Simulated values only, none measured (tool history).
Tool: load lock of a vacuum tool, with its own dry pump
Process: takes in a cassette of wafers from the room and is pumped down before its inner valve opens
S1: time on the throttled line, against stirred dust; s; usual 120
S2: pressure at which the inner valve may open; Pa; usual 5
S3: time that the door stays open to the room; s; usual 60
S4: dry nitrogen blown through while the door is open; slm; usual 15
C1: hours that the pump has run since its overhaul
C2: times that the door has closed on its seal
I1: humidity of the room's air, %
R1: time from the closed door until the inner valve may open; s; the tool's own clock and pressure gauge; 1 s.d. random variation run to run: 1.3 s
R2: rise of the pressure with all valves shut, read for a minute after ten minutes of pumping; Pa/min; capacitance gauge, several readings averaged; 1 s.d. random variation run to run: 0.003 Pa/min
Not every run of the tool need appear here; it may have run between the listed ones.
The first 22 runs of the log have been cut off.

run    hour   S1  S2   S3  S4    C1     C2    I1     R1     R2
 23  4437.4  100   5   41   6  4972   9705  42.5  194.1  0.251
 24  4650.7  120   6  125  15  5185  10296  46.1  205.3  0.291
 25  4811.9  120   6   48  15  5346  10743    45  206.4  0.275
 26  5032.9  120   5   48  26  5567  11355    46  205.6  0.295
 27  5256.9  120   5   48  32  5791  11975  40.6  210.1  0.312
 28  5409.6  119   5   60   9  5944  12398  42.1  210.1   0.34
 29  5618.8  138   9   60  15  6153  12977  43.8  215.3  0.362
 30  5839.1  138   9   60  15  6373  13587  46.5  213.6  0.391
 31  6095.8   63   5   60  15  6630  14298  43.2  164.3  0.409
 32  6234.6   90   8  214  13  6769  14683  46.2  180.6  0.479
 33  6502.4  103   9   39  15  7037  15425  43.6  187.5  0.443
 34  6678.5  120   7   60  15  7213  15912  43.6    206  0.484
 35  6804.3  120   7  146   5  7339  16261  45.9  204.7  0.547
 36    7016  120   7  146   5  7550  16847  44.8  204.9  0.577
 37  7265.2  120   7  146   5  7800  17537  41.3  204.4  0.594
 38  7432.7  120   7  146   5  7967  18001  47.2    207  0.613

Here are 3 independent what-if runs from the current tool condition. What would each one return?
  A  7546.8  120   5   60  25  8081  18317  48.1   ?   ?
  B  7546.8  120   7  225   9  8081  18317  44.3   ?   ?
  C  7546.8  120   9  146  43  8081  18317  41.1   ?   ?

run     R1     R2
  A  209.7  0.588
  B  208.8  0.646
  C  200.4  0.583
What these runs would have given with no unlogged condition in the tool:
run     R1     R2
  A  204.5  0.042
  B  204.1  0.103
  C    196  0.045

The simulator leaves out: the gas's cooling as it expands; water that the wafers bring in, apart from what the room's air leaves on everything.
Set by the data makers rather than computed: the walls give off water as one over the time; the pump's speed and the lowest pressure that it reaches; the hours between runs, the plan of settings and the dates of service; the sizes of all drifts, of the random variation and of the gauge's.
